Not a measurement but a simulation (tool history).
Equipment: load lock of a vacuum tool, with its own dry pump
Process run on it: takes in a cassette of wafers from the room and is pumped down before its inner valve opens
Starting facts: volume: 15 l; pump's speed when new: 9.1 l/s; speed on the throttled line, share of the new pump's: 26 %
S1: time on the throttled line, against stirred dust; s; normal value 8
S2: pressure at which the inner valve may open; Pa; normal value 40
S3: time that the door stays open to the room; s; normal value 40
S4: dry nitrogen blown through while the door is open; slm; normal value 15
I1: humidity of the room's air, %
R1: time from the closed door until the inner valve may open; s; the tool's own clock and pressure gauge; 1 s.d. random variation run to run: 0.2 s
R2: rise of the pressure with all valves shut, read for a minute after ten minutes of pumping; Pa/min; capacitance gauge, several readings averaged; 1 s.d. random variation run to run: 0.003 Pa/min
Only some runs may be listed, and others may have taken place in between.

run 1 hour=0 | S1=8 S2=40 S3=40 S4=15 | I1=40.9 | R1=20 R2=0.119
run 2 hour=111.7 | S1=8 S2=40 S3=79 S4=15 | I1=47.7 | R1=19.5 R2=0.151
run 3 hour=322.8 | S1=8 S2=40 S3=40 S4=15 | I1=44.7 | R1=20.3 R2=0.147
run 4 hour=545 | S1=8 S2=40 S3=190 S4=15 | I1=43.5 | R1=20.2 R2=0.216
run 5 hour=773.2 | S1=8 S2=40 S3=190 S4=15 | I1=45.6 | R1=20.3 R2=0.241
run 6 hour=996.4 | S1=8 S2=40 S3=190 S4=15 | I1=42.9 | R1=20.2 R2=0.248
run 7 hour=1155.9 | S1=8 S2=40 S3=190 S4=15 | I1=44.3 | R1=20.2 R2=0.273
run 8 hour=1285.4 | S1=8 S2=40 S3=190 S4=15 | I1=44.1 | R1=19.8 R2=0.289
run 9 hour=1466.3 | S1=8 S2=40 S3=190 S4=15 | I1=45.6 | R1=20.4 R2=0.301
run 10 hour=1645 | S1=8 S2=40 S3=190 S4=15 | I1=45.3 | R1=20 R2=0.328
run 11 hour=1849 | S1=8 S2=40 S3=40 S4=10 | I1=44 | R1=20.3 R2=0.304
run 12 hour=2003.5 | S1=8 S2=40 S3=40 S4=34 | I1=46 | R1=20.1 R2=0.309
run 13 hour=2172.8 | S1=8 S2=40 S3=40 S4=16 | I1=46.8 | R1=20.3 R2=0.353
run 14 hour=2272.7 | S1=8 S2=40 S3=40 S4=44 | I1=43.4 | R1=20.5 R2=0.34
run 15 hour=2374.1 | S1=4 S2=50 S3=26 S4=10 | I1=45.7 | R1=16.7 R2=0.366
run 16 hour=2506 | S1=4 S2=74 S3=94 S4=7 | I1=46.8 | R1=16.3 R2=0.435
run 17 hour=2710.3 | S1=7 S2=74 S3=202 S4=7 | I1=43.9 | R1=18.8 R2=0.499
run 18 hour=2854.7 | S1=7 S2=74 S3=202 S4=7 | I1=45.7 | R1=18.5 R2=0.541
run 19 hour=2998.8 | S1=11 S2=56 S3=40 S4=15 | I1=46.2 | R1=21.5 R2=0.458
run 20 hour=3148.7 | S1=14 S2=30 S3=29 S4=36 | I1=46 | R1=25.1 R2=0.478
run 21 hour=3355.9 | S1=14 S2=30 S3=29 S4=36 | I1=42.7 | R1=24.9 R2=0.5
run 22 hour=3532.5 | S1=5 S2=30 S3=29 S4=24 | I1=45.3 | R1=18.8 R2=0.532
run 23 hour=3689.2 | S1=5 S2=30 S3=29 S4=24 | I1=44.4 | R1=19.1 R2=0.569
run 24 hour=3868.1 | S1=7 S2=76 S3=108 S4=11 | I1=45.2 | R1=18.5 R2=0.649
run 25 hour=4096.1 | S1=11 S2=31 S3=30 S4=18 | I1=43.8 | R1=23 R2=0.64
run 26 hour=4226.1 | S1=11 S2=31 S3=30 S4=18 | I1=41.8 | R1=22.9 R2=0.665
run 27 hour=4390.3 | S1=8 S2=40 S3=126 S4=6 | I1=41.2 | R1=20.4 R2=0.752

What if the next run were any one of these 5? Each begins from the tool's condition after run 27:
run A hour=4628.7 | S1=7 S2=64 S3=126 S4=13 | I1=45.3 | R1=? R2=?
run B hour=4628.7 | S1=8 S2=78 S3=35 S4=6 | I1=46.4 | R1=? R2=?
run C hour=4628.7 | S1=8 S2=42 S3=126 S4=6 | I1=48.5 | R1=? R2=?
run D hour=4628.7 | S1=13 S2=40 S3=40 S4=18 | I1=46.3 | R1=? R2=?
run E hour=4628.7 | S1=5 S2=40 S3=45 S4=39 | I1=43.7 | R1=? R2=?

run=A R1=19.2 R2=0.793
run=B R1=19.4 R2=0.762
run=C R1=20.5 R2=0.798
run=D R1=24.2 R2=0.731
run=E R1=18.7 R2=0.732
With no hidden state in the tool, these same runs would have given:
run=A R1=17.6 R2=0.083
run=B R1=17.9 R2=0.062
run=C R1=18.8 R2=0.111
run=D R1=22.8 R2=0.038
run=E R1=16.9 R2=0.034
